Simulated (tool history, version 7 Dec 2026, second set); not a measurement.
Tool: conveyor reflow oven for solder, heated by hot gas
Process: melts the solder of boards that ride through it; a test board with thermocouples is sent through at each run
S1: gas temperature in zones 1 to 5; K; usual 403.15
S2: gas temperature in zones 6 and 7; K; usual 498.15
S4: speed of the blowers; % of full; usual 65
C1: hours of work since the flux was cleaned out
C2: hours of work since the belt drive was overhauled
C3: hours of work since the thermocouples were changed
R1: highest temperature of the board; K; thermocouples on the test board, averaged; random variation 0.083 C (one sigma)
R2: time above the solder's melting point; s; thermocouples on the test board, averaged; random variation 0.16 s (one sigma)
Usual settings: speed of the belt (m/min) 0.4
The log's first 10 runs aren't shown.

Run 11, day 3.696: usual settings but S4 73 % of full; C1 205; C2 112; C3 247. Result: R1 478.57 K, R2 58.5 s.
Run 12, day 4.171: usual settings but S2 492.15 K; C1 212; C2 119; C3 254. Result: R1 471.42 K, R2 45 s.
Run 13, day 4.579: usual settings but S2 506.15 K; C1 219; C2 125; C3 260. Result: R1 482.59 K, R2 63.4 s.
Run 14, day 4.862: usual settings but S1 404.15 K, S2 506.15 K; C1 223; C2 130; C3 265. Result: R1 482.65 K, R2 63.9 s.
Run 15, day 5.271: usual settings but S1 404.15 K, S2 506.15 K; C1 229; C2 136; C3 271. Result: R1 482.74 K, R2 64.3 s.
Run 16, day 5.721: usual settings but S1 404.15 K, S2 506.15 K; C1 236; C2 143; C3 278. Result: R1 482.65 K, R2 63.9 s.
Run 17, day 5.979: usual settings but S1 404.15 K, S2 506.15 K, S4 72 % of full; C1 240; C2 147; C3 282. Result: R1 485.03 K, R2 67.7 s.
Run 18, day 6.317: usual settings but S1 409.15 K, S2 505.15 K, S4 57 % of full; C1 245; C2 152; C3 287. Result: R1 480.06 K, R2 61.7 s.
Run 19, day 6.575: usual settings but S2 502.15 K, speed of the belt (m/min) 0.441; C1 249; C2 156; C3 291. Result: R1 475.21 K, R2 45.8 s.
Run 20, day 7.05: usual settings but S1 397.15 K, S2 502.15 K, speed of the belt (m/min) 0.405; C1 257; C2 164; C3 298. Result: R1 477.24 K, R2 52.1 s.
Run 21, day 7.442: usual settings but S1 416.15 K, S2 507.15 K, speed of the belt (m/min) 0.343, S4 69 % of full; C1 263; C2 170; C3 304. Result: R1 492.58 K, R2 97.1 s.
Run 22, day 7.667: usual settings but S1 395.15 K, speed of the belt (m/min) 0.377; C1 266; C2 173; C3 308. Result: R1 476.48 K, R2 55.2 s.
Run 23, day 7.975: usual settings but S1 395.15 K, speed of the belt (m/min) 0.377; C1 271; C2 178; C3 313. Result: R1 476.48 K, R2 54.8 s.
Run 24, day 8.346: usual settings but S1 395.15 K, speed of the belt (m/min) 0.377; C1 277; C2 184; C3 318. Result: R1 476.3 K, R2 54.5 s.
Run 25, day 8.642: usual settings but S2 487.15 K, S4 56 % of full; C1 281; C2 188; C3 323. Result: R1 464.28 K, R2 26.9 s.
Run 26, day 8.896: usual settings but S2 495.15 K, speed of the belt (m/min) 0.363, S4 81 % of full; C1 285; C2 192; C3 327. Result: R1 481.17 K, R2 70.9 s.
Run 27, day 9.292: usual settings but S2 496.15 K, speed of the belt (m/min) 0.326; C1 291; C2 198; C3 333. Result: R1 481.25 K, R2 79.1 s.
Run 28, day 9.788: usual settings but S2 496.15 K, speed of the belt (m/min) 0.326; C1 299; C2 206; C3 341. Result: R1 481.12 K, R2 79 s.
At day 10.246: flux residue cleaned out of gas plates and filters.
Run 29, day 10.35: usual settings but S2 496.15 K, speed of the belt (m/min) 0.326; C1 2; C2 211; C3 346. Result: R1 482.25 K, R2 81.1 s.
Run 30, day 10.633: usual settings but S1 405.15 K, S4 59 % of full; C1 6; C2 216; C3 351. Result: R1 475.46 K, R2 52.9 s.

5 ways to go on from here, each from the tool as it stands after run 30. What would each give?
Run A, day 11.133: usual settings but S1 415.15 K, S2 491.15 K, speed of the belt (m/min) 0.415; C1 14; C2 223; C3 358. Result: R1 ?, R2 ?.
Run B, day 11.133: usual settings but speed of the belt (m/min) 0.445; C1 14; C2 223; C3 358. Result: R1 ?, R2 ?.
Run C, day 11.133: usual settings but speed of the belt (m/min) 0.413; C1 14; C2 223; C3 358. Result: R1 ?, R2 ?.
Run D, day 11.133: usual settings but S1 405.15 K, S2 488.15 K, S4 58 % of full; C1 14; C2 223; C3 358. Result: R1 ?, R2 ?.
Run E, day 11.133: usual settings but S2 494.15 K; C1 14; C2 223; C3 358. Result: R1 ?, R2 ?.

run      R1    R2
  A  473.23    52
  B  473.08  42.3
  C  475.95  51.7
  D  467.02    36
  E  473.99  50.2
Without the tool's hidden state the same runs would have given:
run      R1    R2
  A  472.31  50.1
  B  472.18  40.7
  C  475.02  50.1
  D   466.1  33.7
  E  473.05  48.4
